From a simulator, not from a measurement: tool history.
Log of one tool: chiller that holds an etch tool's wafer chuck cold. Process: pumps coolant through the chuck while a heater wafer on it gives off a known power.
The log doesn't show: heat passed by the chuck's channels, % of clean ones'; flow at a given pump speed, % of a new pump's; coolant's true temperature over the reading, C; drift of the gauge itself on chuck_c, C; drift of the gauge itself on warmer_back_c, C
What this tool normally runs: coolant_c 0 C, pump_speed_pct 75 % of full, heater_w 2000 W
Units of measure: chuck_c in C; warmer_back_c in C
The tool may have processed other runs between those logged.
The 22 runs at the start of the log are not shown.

run	hour	coolant_c	pump_speed_pct	heater_w	hours since the coolant was changed and the channels were flushed	hours since the pump was overhauled	hours since the chiller's thermometer was calibrated	chuck_c	warmer_back_c
23	1636	0	75	1087	1635	1775	1014	7.8	2.81
24	1686.8	-2	71	1790	1686	1826	1065	11.6	4.89
25	1777.2	-2	61	1469	1776	1917	1156	10.2	4.72
26	1885.4	-2	61	1469	1884	2025	1264	10.3	4.68
27	1930.1	1	75	2000	1929	2070	1309	15.5	5.24
28	2007.4	2	75	2000	2006	2147	1386	16.4	5.22
29	2052.3	4	96	1577	2051	2192	1431	13.7	3.17
30	2149.9	-2	96	1577	2149	2289	1528	7.5	3.3
31	2207.3	-2	96	1577	2206	2347	1586	7.5	3.29
32	2292.3	-2	96	1577	2291	2432	1671	7.7	3.26

Alternative continuations, all from the tool just after run 32; predict every row:
A	2354.1	5	86	2000	2353	2494	1733	?	?
B	2354.1	0	76	1813	2353	2494	1733	?	?
C	2354.1	-2	85	1823	2353	2494	1733	?	?
D	2354.1	9	75	1240	2353	2494	1733	?	?

run	chuck_c	warmer_back_c
A	18.2	4.59
B	12.9	4.66
C	9.9	4.3
D	18	3.19
The same runs, with their run-to-run variation unchanged, on a tool lacking any hidden condition would have given:
run	chuck_c	warmer_back_c
A	18.2	4.59
B	12.9	4.66
C	9.9	4.3
D	18	3.19
